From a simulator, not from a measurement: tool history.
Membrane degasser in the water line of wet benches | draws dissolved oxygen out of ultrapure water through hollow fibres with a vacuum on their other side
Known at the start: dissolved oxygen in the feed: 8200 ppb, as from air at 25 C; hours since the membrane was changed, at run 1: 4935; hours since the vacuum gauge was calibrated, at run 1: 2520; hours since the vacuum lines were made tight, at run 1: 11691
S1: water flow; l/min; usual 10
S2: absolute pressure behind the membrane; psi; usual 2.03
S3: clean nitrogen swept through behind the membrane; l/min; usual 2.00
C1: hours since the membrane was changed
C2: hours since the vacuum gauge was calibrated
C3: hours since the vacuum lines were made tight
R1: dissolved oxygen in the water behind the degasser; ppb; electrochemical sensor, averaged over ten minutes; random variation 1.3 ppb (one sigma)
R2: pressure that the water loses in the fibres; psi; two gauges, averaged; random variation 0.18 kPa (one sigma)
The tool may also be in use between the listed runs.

run,hour,S1,S2,S3,C1,C2,C3,R1,R2
1,0.0,10,2.03,2.00,4935,2520,11691,138.1,4.338
2,308.4,10,2.03,2.00,5243,2829,11999,137.9,4.405
# hour 623.8: vacuum gauge calibrated
3,623.8,10,2.03,3.21,5558,0,12314,89.4,4.435
4,821.9,10,2.03,3.21,5756,198,12512,91.7,4.443
5,1076.4,10,2.03,2.00,6011,453,12767,138.3,4.377
6,1329.3,10,2.03,2.00,6264,705,13020,137.2,4.402
7,1619.8,10,2.03,2.00,6554,996,13310,138.2,4.412
8,1802.4,10,2.03,2.00,6737,1179,13493,135.6,4.411
9,1978.3,10,2.03,2.00,6913,1354,13669,137.1,4.371
10,2285.6,10,2.03,2.00,7220,1662,13976,136.2,4.373
# hour 2473.5: seals of the vacuum lines changed
11,2583.4,10,2.03,2.00,7516,1958,110,138.0,4.427
12,2752.7,10,2.03,2.00,7685,2127,279,138.7,4.373
13,3021.6,10,2.03,2.00,7954,2396,548,139.3,4.342
14,3313.6,7,1.60,2.00,8246,2688,840,67.4,3.070
15,3505.8,8,2.90,4.96,8438,2880,1032,69.1,3.522
16,3697.6,8,2.90,4.96,8630,3072,1224,69.9,3.508
# hour 3772.2: vacuum gauge calibrated
17,3902.6,10,2.03,1.12,8834,130,1429,232.8,4.387
18,4075.0,10,2.03,1.12,9007,303,1601,232.8,4.316
19,4210.1,10,2.23,0.86,9142,438,1736,327.3,4.431
20,4478.0,9,2.03,1.57,9410,706,2004,153.7,3.902
21,4635.1,6,2.03,1.18,9567,863,2161,132.6,2.679
22,4953.7,12,2.03,1.49,9885,1182,2480,217.8,5.300
23,5262.1,6,2.03,3.71,10194,1490,2788,44.2,2.618
24,5439.4,6,2.03,3.71,10371,1667,2965,43.4,2.601
25,5665.4,6,2.03,3.71,10597,1893,3191,43.1,2.634

Hidden state at the last listed run before each entry between runs and at the first one after, where it differs:
Between runs 2 and 3: vacuum gauge calibrated (hour 623.8)
  true pressure behind the membrane over the reading, kPa: 0.01 -> 0
Between runs 10 and 11: seals of the vacuum lines changed (hour 2473.5)
  air that leaks in behind the membrane, l/min: 0.003 -> 0.002
Between runs 16 and 17: vacuum gauge calibrated (hour 3772.2)
  true pressure behind the membrane over the reading, kPa: 0.01 -> 0

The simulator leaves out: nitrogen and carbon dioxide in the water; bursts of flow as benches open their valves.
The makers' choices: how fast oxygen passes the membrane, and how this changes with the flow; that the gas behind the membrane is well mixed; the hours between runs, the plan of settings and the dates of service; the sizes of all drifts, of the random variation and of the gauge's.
